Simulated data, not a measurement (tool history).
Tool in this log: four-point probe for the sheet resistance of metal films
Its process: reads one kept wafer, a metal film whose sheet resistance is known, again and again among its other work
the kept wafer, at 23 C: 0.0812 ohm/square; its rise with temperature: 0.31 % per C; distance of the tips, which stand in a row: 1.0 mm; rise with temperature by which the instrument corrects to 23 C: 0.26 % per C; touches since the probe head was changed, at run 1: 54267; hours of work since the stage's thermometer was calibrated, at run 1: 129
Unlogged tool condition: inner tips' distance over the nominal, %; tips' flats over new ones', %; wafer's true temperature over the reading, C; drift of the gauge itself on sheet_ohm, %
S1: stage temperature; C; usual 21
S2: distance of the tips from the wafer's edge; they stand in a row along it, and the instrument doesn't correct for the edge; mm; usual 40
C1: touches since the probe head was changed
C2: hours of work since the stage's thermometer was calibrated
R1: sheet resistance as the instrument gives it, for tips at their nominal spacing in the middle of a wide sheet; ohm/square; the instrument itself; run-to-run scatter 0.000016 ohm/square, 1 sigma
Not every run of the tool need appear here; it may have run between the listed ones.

run	hour	S1	S2	C1	C2	R1
1	0.0	21	40	54267	129	0.080835
2	16.6	21	40	54736	139	0.080849
3	25.9	21	8	54998	144	0.081453
4	41.4	21	8	55435	153	0.081516
5	54.1	21	40	55793	161	0.080799
6	63.6	21	40	56061	166	0.080818
7	74.9	21	40	56378	173	0.080832
8	84.3	35	26	56645	178	0.081290
9	96.1	26	9	56978	185	0.081475
10	104.5	26	9	57213	190	0.081507

For run 11, what comes out?
# hour 106.1: stage's thermometer calibrated
11	113.6	19	22	57455	4	?

Run 11 produced R1 0.080772 ohm/square.
With the hidden condition absent and the run-to-run variation left alone, this run would have shown R1 0.081137 ohm/square.

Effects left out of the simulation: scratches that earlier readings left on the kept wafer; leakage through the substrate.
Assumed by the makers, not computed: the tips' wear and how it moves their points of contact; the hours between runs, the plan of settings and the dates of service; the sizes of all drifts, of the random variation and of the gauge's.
